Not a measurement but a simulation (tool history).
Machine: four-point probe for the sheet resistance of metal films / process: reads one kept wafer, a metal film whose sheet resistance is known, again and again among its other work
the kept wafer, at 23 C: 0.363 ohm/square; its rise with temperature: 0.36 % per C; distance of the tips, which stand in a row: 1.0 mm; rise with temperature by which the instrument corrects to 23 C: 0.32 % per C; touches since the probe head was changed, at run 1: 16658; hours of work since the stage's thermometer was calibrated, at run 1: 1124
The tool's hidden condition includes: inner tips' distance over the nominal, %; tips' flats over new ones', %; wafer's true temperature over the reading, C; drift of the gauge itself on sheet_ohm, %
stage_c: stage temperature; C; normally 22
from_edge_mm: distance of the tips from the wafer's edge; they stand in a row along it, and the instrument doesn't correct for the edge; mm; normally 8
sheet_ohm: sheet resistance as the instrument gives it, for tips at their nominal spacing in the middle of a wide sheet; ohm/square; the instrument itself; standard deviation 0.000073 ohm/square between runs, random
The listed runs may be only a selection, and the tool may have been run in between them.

run	day	stage_c	from_edge_mm	touches since the probe head was changed	hours of work since the stage's thermometer was calibrated	sheet_ohm
1	0	22	8	16658	1124	0.367926
2	0.783	22	8	16939	1136	0.368047
3	2.096	34	8	17410	1155	0.370032
4	3.304	22	8	17843	1173	0.368055
5	4.812	22	8	18384	1195	0.368124
6	6.225	22	8	18892	1216	0.368257
7	7.154	31	8	19226	1229	0.369758
8	8.575	31	8	19735	1250	0.369793
# day 8.704: stage's thermometer calibrated
9	9.408	22	6	20026	10	0.370717
10	10.417	22	6	20388	25	0.370794
11	12.083	35	24	20987	50	0.367735
12	13.633	27	6	21543	72	0.371602

For run 13, what comes out?
# day 13.892: stage's thermometer calibrated, once more
13	14.667	27	6	21907	11	?

{"run 13": {"sheet_ohm": 0.37141}}
With the hidden condition absent and the run-to-run variation left alone, this run would have shown sheet_ohm 0.368932 ohm/square.
